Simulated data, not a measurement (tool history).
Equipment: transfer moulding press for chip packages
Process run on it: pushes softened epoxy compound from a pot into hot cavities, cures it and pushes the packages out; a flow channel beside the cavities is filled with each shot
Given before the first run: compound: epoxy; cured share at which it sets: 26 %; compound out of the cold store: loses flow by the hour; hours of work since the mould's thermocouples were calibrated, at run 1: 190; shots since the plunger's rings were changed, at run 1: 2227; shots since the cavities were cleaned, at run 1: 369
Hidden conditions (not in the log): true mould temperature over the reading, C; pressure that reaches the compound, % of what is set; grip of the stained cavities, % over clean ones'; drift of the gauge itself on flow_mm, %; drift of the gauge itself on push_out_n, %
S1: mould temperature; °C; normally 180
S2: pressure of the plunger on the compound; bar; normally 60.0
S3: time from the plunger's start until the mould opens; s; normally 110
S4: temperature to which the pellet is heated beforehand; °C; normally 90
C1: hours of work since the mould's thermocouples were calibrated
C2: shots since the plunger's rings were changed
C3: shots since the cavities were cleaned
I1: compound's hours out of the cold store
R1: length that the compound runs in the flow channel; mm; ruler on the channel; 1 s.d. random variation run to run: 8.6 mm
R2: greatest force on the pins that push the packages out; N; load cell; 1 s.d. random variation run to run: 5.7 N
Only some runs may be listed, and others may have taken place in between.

run	day	S1	S2	S3	S4	C1	C2	C3	I1	R1	R2
1	0.000	180	60.0	110	90	190	2227	369	35.0	885	330
# day 0.717: cavities cleaned with cleaning compound and waxed
2	1.233	180	60.0	110	90	203	2457	101	42.7	849	230
3	2.196	180	69.5	110	90	213	2646	290	41.0	908	296
4	3.096	180	67.0	110	90	223	2824	468	24.7	946	344
# day 3.350: cavities cleaned with cleaning compound and waxed
5	4.304	180	63.9	110	90	236	3050	188	42.4	876	256
# day 4.446: mould's thermocouples calibrated
6	5.188	180	63.9	110	90	8	3208	346	32.9	882	306
# day 6.071: cavities cleaned with cleaning compound and waxed
7	6.354	180	45.7	110	90	20	3425	56	43.2	720	216
8	7.679	187	60.0	110	90	34	3686	317	46.3	802	251
# day 8.721: cavities cleaned with cleaning compound and waxed
9	8.821	187	60.0	110	90	46	3898	20	29.9	868	169
10	9.617	187	60.0	110	90	55	4055	177	46.4	801	225
# day 10.112: mould's thermocouples calibrated, once more
11	10.692	185	60.0	110	97	6	4250	372	35.7	832	280
# day 11.388: cavities cleaned with cleaning compound and waxed
12	11.883	177	70.6	119	93	19	4473	98	20.7	979	242
13	12.929	178	58.1	119	93	30	4679	304	38.9	819	304
14	13.721	176	69.7	110	97	39	4835	460	21.3	987	431
# day 14.012: cavities cleaned with cleaning compound and waxed
15	14.471	179	69.7	124	97	46	4970	90	16.4	989	209
16	15.362	180	60.0	96	82	56	5146	266	28.1	859	393

Here are 5 independent what-if runs from the current tool condition. What would each one return?
A	15.954	177	60.0	94	82	62	5262	382	27.2	?	?
B	15.954	180	65.0	110	90	62	5262	382	20.5	?	?
C	15.954	180	60.0	96	84	62	5262	382	16.6	?	?
D	15.954	188	60.0	146	81	62	5262	382	24.3	?	?
E	15.954	182	58.6	96	82	62	5262	382	23.4	?	?

run	R1	R2
A	864	523
B	935	329
C	905	419
D	863	269
E	877	368
With no hidden state in the tool, these same runs would have given:
run	R1	R2
A	938	321
B	1014	205
C	983	259
D	937	165
E	951	225
